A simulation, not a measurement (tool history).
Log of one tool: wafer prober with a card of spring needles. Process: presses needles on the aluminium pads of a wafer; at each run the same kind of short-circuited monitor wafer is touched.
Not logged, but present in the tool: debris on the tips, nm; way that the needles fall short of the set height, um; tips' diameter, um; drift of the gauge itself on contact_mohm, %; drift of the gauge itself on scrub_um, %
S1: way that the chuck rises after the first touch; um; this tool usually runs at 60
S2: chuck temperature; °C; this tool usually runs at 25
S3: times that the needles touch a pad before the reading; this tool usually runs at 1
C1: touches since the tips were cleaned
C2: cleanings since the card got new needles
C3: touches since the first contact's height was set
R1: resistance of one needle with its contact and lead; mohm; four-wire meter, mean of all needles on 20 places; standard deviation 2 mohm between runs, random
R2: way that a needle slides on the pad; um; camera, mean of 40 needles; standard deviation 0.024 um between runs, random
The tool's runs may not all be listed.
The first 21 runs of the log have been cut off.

| run | day | S1 | S2 | S3 | C1 | C2 | C3 | R1 | R2 |
|---|---|---|---|---|---|---|---|---|---|
|  | 36.362 | tips cleaned on abrasive film |
| 22 | 36.692 | 41 | 32 | 2 | 2776 | 61 | 201298 | 236 | 5.44 |
|  | 37.217 | height of the first contact set anew |
|  | 37.496 | tips cleaned on abrasive film |
| 23 | 37.979 | 49 | 55 | 1 | 4056 | 62 | 6348 | 237 | 6.77 |
|  | 38.675 | tips cleaned on abrasive film |
|  | 39.933 | tips cleaned on abrasive film |
| 24 | 40.083 | 62 | 28 | 1 | 1227 | 64 | 23871 | 226 | 8.57 |
|  | 41.092 | tips cleaned on abrasive film |
| 25 | 41.438 | 62 | 28 | 1 | 2892 | 65 | 35181 | 227 | 8.55 |
|  | 42.188 | tips cleaned on abrasive film |
|  | 43.275 | tips cleaned on abrasive film |
| 26 | 43.275 | 44 | 40 | 1 | 0 | 67 | 50502 | 228 | 6.06 |
|  | 44.388 | tips cleaned on abrasive film |
| 27 | 44.933 | 63 | 25 | 1 | 4590 | 68 | 64378 | 226 | 8.70 |
|  | 45.533 | tips cleaned on abrasive film |
|  | 46.617 | tips cleaned on abrasive film |
| 28 | 46.858 | 59 | 25 | 2 | 2043 | 70 | 80414 | 224 | 8.03 |
|  | 47.862 | tips cleaned on abrasive film |
| 29 | 48.812 | 60 | 44 | 1 | 7959 | 71 | 96746 | 236 | 8.22 |
|  | 48.942 | tips cleaned on abrasive film |
|  | 50.029 | tips cleaned on abrasive film |
| 30 | 50.150 | 61 | 59 | 1 | 1029 | 73 | 107879 | 231 | 8.34 |
|  | 51.167 | tips cleaned on abrasive film |
| 31 | 51.971 | 65 | 25 | 3 | 6726 | 74 | 123092 | 223 | 8.87 |
|  | 52.321 | tips cleaned on abrasive film |
|  | 53.433 | tips cleaned on abrasive film |
| 32 | 53.788 | 57 | 59 | 1 | 2949 | 76 | 138220 | 231 | 7.75 |

Below are 3 alternative next runs, each starting from the tool's condition after run 32. Predict each:
|  | 54.579 | tips cleaned on abrasive film |
| A | 55.196 | 44 | 45 | 3 | 5160 | 77 | 149991 | ? | ? |
|  | 54.579 | tips cleaned on abrasive film |
| B | 55.196 | 48 | 42 | 1 | 5160 | 77 | 149991 | ? | ? |
|  | 54.579 | tips cleaned on abrasive film |
| C | 55.196 | 57 | 59 | 2 | 5160 | 77 | 149991 | ? | ? |

| run | R1 | R2 |
|---|---|---|
| A | 236 | 5.91 |
| B | 236 | 6.46 |
| C | 235 | 7.72 |
Stripped of hidden state, with their random variation kept, the same runs would have yielded:
| run | R1 | R2 |
|---|---|---|
| A | 230 | 6.09 |
| B | 225 | 6.63 |
| C | 230 | 7.90 |

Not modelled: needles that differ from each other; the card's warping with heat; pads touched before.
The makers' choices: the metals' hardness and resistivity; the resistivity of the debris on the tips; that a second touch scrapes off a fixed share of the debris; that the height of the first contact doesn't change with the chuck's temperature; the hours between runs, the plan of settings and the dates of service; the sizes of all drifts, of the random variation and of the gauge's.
